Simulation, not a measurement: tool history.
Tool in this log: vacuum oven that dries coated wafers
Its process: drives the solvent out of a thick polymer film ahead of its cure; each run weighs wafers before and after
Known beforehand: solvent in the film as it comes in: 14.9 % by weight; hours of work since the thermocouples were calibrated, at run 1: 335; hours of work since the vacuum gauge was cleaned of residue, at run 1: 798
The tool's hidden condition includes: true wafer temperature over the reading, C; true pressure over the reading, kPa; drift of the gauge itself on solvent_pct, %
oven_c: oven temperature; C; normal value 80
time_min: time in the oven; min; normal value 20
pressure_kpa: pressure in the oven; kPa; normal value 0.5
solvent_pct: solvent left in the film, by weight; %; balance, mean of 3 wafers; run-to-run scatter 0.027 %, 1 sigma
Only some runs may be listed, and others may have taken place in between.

run    hour  oven_c  time_min  pressure_kpa  hours of work since the thermocouples were calibrated  hours of work since the vacuum gauge was cleaned of residue  solvent_pct
  1       0      80        20           0.5                                                    335                                                          798         1.02
  2    50.4      70        20           0.5                                                    364                                                          827         2.58
  3    96.2      70        20           0.5                                                    390                                                          853         2.52
  4   137.7      70        20           0.5                                                    414                                                          877         2.56
  5   161.1      70        21           0.5                                                    428                                                          891         2.42
  6     185      70        21           0.5                                                    442                                                          904         2.39
  7   232.6      70        10           0.5                                                    469                                                          932         5.26
  8   282.5      70        10           0.5                                                    498                                                          961         5.24
  9   323.5      70        29           0.5                                                    521                                                          984         1.66
 10     375      91        20           0.5                                                    551                                                         1014         0.48
 11   430.1      80        20           0.5                                                    583                                                         1046         1.05
 12   472.6      80        20           0.5                                                    607                                                         1070         0.99
      478.2  -- oven's thermocouples calibrated
 13   512.3      85        20           0.5                                                     20                                                         1092         0.68
 14   547.1      85        20           0.5                                                     40                                                         1112          0.7
 15   590.8      85        20           0.5                                                     65                                                         1137         0.66
      612.4  -- oven's thermocouples calibrated, once more
 16   632.2      81        20           0.5                                                     11                                                         1160         1.02
 17   664.8      80        31           0.5                                                     30                                                         1179         0.78
 18   697.1      80        17           0.5                                                     49                                                         1197         1.46
 19     751      80        17           0.5                                                     80                                                         1228         1.41
 20   803.2      77        20           0.5                                                    110                                                         1258         1.47
 21   842.3      86        13         0.414                                                    133                                                         1281         1.13
 22     886      86        12         0.631                                                    158                                                         1306         1.37
 23   943.8      80        36           0.5                                                    191                                                         1339         0.78
 24   976.4      73        11         0.461                                                    210                                                         1358         4.21
 25  1016.6      66        19         0.484                                                    233                                                         1381         3.99
 26  1044.7      85        19         0.484                                                    249                                                         1398         0.78
 27  1090.2      74        19         0.518                                                    275                                                         1424         2.13
 28  1143.2      80        20         0.476                                                    306                                                         1454          1.2
 29  1167.4      80        10         0.476                                                    320                                                         1468         2.93
 30  1200.1      84        14         1.585                                                    339                                                         1487         2.04
 31  1229.7      89        13         1.423                                                    356                                                         1504         1.43
 32  1266.9      72        27         1.423                                                    377                                                         1526         2.74
 33  1295.7      91        27         1.423                                                    394                                                         1542         1.08
 34  1329.6      91        27         1.423                                                    413                                                         1562            1

Here are 5 independent what-if runs from the current tool condition. What would each one return?
  A  1385.3      79        20           0.5                                                    445                                                         1594            ?
  B  1385.3      75        18         1.894                                                    445                                                         1594            ?
  C  1385.3      66        27         1.386                                                    445                                                         1594            ?
  D  1385.3      80        11         0.362                                                    445                                                         1594            ?
  E  1385.3      72        18         1.423                                                    445                                                         1594            ?

run  solvent_pct
  A         1.27
  B         3.49
  C         3.99
  D         2.51
  E         3.71
Without the tool's hidden state the same runs would have given:
run  solvent_pct
  A         0.92
  B         3.09
  C         3.43
  D         2.21
  E         3.28
